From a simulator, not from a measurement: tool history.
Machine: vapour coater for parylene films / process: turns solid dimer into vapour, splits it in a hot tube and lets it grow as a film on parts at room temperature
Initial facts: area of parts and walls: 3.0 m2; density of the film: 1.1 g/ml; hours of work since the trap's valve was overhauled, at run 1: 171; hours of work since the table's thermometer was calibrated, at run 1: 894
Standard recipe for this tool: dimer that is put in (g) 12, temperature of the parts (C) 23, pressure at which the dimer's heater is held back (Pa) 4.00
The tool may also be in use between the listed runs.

run   hour  dimer that is put in (g)  temperature of the parts (C)  pressure at which the dimer's heater is held back (Pa)  hours of work since the trap's valve was overhauled  hours of work since the table's thermometer was calibrated  thickness of the film (nm)
  1    0.0                        12                            23                                                    4.00                                                  171                                                         894                        1570
  2   37.3                        12                            23                                                    4.00                                                  194                                                         917                        1570
  3   66.1                        12                            23                                                    4.00                                                  211                                                         934                        1530
      97.5  -- trap's valve overhauled
  4  105.7                        12                            23                                                    4.00                                                    5                                                         955                        1470
  5  169.1                        12                            23                                                    4.00                                                   43                                                         994                        1440
  6  205.6                        12                            23                                                    4.00                                                   65                                                        1016                        1450
  7  244.5                        12                            23                                                    4.00                                                   88                                                        1039                        1420
  8  310.0                        12                            23                                                    4.00                                                  128                                                        1078                        1360
  9  341.5                        12                            23                                                    6.66                                                  147                                                        1097                        1280
     383.2  -- trap's valve overhauled, once more
 10  383.2                        12                            23                                                    6.66                                                    0                                                        1120                        1650
 11  447.8                         5                            31                                                    4.00                                                   39                                                        1159                         550
 12  505.8                        11                            23                                                    4.00                                                   74                                                        1194                        1480
 13  533.6                        13                            23                                                    4.00                                                   90                                                        1211                        1760
 14  573.4                        12                            19                                                    4.00                                                  114                                                        1234                        1810
 15  614.7                        12                            28                                                    4.00                                                  139                                                        1259                        1350
 16  651.9                        10                            23                                                    4.80                                                  162                                                        1282                        1270
 17  716.5                        12                            23                                                    5.41                                                  200                                                        1321                        1460
 18  746.4                        12                            33                                                    2.13                                                  218                                                        1339                        1220
     763.7  -- trap's valve overhauled
 19  801.3                        15                            33                                                    4.00                                                   23                                                        1369                        1540
 20  837.8                        15                            17                                                    3.45                                                   45                                                        1391                        2470

What would each run have given without the hidden state, its run-to-run variation left as it was?
The hidden state here: vapour lost through the trap's worn valve, %; true temperature of the parts over the reading, C; drift of the gauge itself on film_um, %.
run  thickness of the film (nm)
  1                        1730
  2                        1760
  3                        1720
  4                        1720
  5                        1710
  6                        1740
  7                        1740
  8                        1720
  9                        1630
 10                        1690
 11                         580
 12                        1570
 13                        1890
 14                        1960
 15                        1490
 16                        1420
 17                        1670
 18                        1400
 19                        1610
 20                        2600
